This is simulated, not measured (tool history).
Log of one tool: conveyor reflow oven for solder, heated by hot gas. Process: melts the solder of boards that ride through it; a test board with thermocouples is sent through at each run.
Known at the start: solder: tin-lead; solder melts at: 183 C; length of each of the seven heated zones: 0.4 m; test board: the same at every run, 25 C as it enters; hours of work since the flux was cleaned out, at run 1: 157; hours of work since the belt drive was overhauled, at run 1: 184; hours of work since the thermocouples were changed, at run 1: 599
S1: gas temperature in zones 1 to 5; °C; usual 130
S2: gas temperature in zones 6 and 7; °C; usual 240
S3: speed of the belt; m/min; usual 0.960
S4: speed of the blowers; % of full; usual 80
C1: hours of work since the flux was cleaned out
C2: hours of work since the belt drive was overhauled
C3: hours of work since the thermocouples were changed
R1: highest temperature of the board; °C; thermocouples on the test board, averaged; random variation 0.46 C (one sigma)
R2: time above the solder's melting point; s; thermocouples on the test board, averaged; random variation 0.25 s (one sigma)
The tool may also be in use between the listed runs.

{"run": 1, "hour": 0.0, "S1": 130, "S2": 240, "S3": 0.96, "S4": 80, "C1": 157, "C2": 184, "C3": 599, "R1": 220.6, "R2": 37.2}
{"run": 2, "hour": 15.9, "S1": 130, "S2": 240, "S3": 0.96, "S4": 80, "C1": 164, "C2": 191, "C3": 606, "R1": 220.1, "R2": 37.1}
{"run": 3, "hour": 40.4, "S1": 130, "S2": 233, "S3": 0.96, "S4": 80, "C1": 176, "C2": 203, "C3": 618, "R1": 213.0, "R2": 33.0}
{"run": 4, "hour": 52.9, "S1": 130, "S2": 240, "S3": 0.96, "S4": 55, "C1": 182, "C2": 209, "C3": 624, "R1": 213.3, "R2": 32.6}
{"hour": 59.4, "done": "belt drive overhauled, speed set with a stopwatch"}
{"hour": 82.5, "done": "thermocouples of zones 6 and 7 changed"}
{"run": 5, "hour": 86.0, "S1": 130, "S2": 240, "S3": 0.96, "S4": 55, "C1": 194, "C2": 11, "C3": 2, "R1": 215.4, "R2": 33.6}
{"run": 6, "hour": 109.7, "S1": 130, "S2": 247, "S3": 0.96, "S4": 58, "C1": 205, "C2": 23, "C3": 13, "R1": 221.5, "R2": 37.6}
{"hour": 134.2, "done": "flux residue cleaned out of gas plates and filters"}
{"run": 7, "hour": 142.5, "S1": 130, "S2": 247, "S3": 0.96, "S4": 58, "C1": 4, "C2": 36, "C3": 26, "R1": 224.7, "R2": 38.8}
{"run": 8, "hour": 168.8, "S1": 130, "S2": 247, "S3": 0.96, "S4": 55, "C1": 16, "C2": 48, "C3": 38, "R1": 222.6, "R2": 37.4}

Forecast run 9:
{"run": 9, "hour": 196.0, "S1": 130, "S2": 245, "S3": 0.945, "S4": 67, "C1": 29, "C2": 61, "C3": 51, "R1": "?", "R2": "?"}

Run 9 gave R1 224.6 °C, R2 40.1 s.
Without the tool's hidden state the same run would have given R1 225.2 °C, R2 40.2 s.
